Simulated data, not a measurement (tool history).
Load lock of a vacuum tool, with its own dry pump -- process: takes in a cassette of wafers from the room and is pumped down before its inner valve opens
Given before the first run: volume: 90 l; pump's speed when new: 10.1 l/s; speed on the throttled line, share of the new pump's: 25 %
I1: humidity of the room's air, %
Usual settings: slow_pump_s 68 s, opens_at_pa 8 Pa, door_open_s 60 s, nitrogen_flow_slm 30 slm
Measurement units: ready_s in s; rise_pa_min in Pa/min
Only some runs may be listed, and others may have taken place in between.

run 1 hour=0.0 | slow_pump_s=68 opens_at_pa=8 door_open_s=60 nitrogen_flow_slm=30 | I1=42.6 | ready_s=137.6 rise_pa_min=0.036
run 2 hour=111.4 | slow_pump_s=68 opens_at_pa=8 door_open_s=60 nitrogen_flow_slm=30 | I1=49.0 | ready_s=134.4 rise_pa_min=0.037
run 3 hour=332.1 | slow_pump_s=68 opens_at_pa=8 door_open_s=60 nitrogen_flow_slm=30 | I1=46.0 | ready_s=136.5 rise_pa_min=0.040
run 4 hour=466.1 | slow_pump_s=68 opens_at_pa=8 door_open_s=60 nitrogen_flow_slm=30 | I1=45.4 | ready_s=137.1 rise_pa_min=0.047
run 5 hour=705.6 | slow_pump_s=68 opens_at_pa=8 door_open_s=60 nitrogen_flow_slm=30 | I1=45.5 | ready_s=136.2 rise_pa_min=0.045
run 6 hour=866.6 | slow_pump_s=68 opens_at_pa=7 door_open_s=37 nitrogen_flow_slm=9 | I1=45.3 | ready_s=138.0 rise_pa_min=0.051
run 7 hour=1021.8 | slow_pump_s=68 opens_at_pa=8 door_open_s=68 nitrogen_flow_slm=31 | I1=43.8 | ready_s=136.9 rise_pa_min=0.048
run 8 hour=1168.1 | slow_pump_s=98 opens_at_pa=7 door_open_s=108 nitrogen_flow_slm=9 | I1=46.5 | ready_s=159.6 rise_pa_min=0.084
run 9 hour=1293.4 | slow_pump_s=98 opens_at_pa=7 door_open_s=108 nitrogen_flow_slm=9 | I1=47.7 | ready_s=160.9 rise_pa_min=0.087
run 10 hour=1494.1 | slow_pump_s=129 opens_at_pa=9 door_open_s=60 nitrogen_flow_slm=30 | I1=45.5 | ready_s=179.4 rise_pa_min=0.061

Consider 3 possible next runs. They are alternatives, not a sequence: every one starts from the tool as it was left by run 10. What does each give?
run A hour=1686.9 | slow_pump_s=68 opens_at_pa=14 door_open_s=60 nitrogen_flow_slm=30 | I1=46.5 | ready_s=? rise_pa_min=?
run B hour=1686.9 | slow_pump_s=67 opens_at_pa=8 door_open_s=60 nitrogen_flow_slm=24 | I1=44.9 | ready_s=? rise_pa_min=?
run C hour=1686.9 | slow_pump_s=129 opens_at_pa=9 door_open_s=60 nitrogen_flow_slm=4 | I1=44.0 | ready_s=? rise_pa_min=?

run=A ready_s=132.5 rise_pa_min=0.061
run=B ready_s=136.6 rise_pa_min=0.064
run=C ready_s=183.1 rise_pa_min=0.079
Take away the tool's hidden state, keep each run's random variation, and the runs would have read:
run=A ready_s=130.8 rise_pa_min=0.032
run=B ready_s=134.7 rise_pa_min=0.034
run=C ready_s=181.5 rise_pa_min=0.050
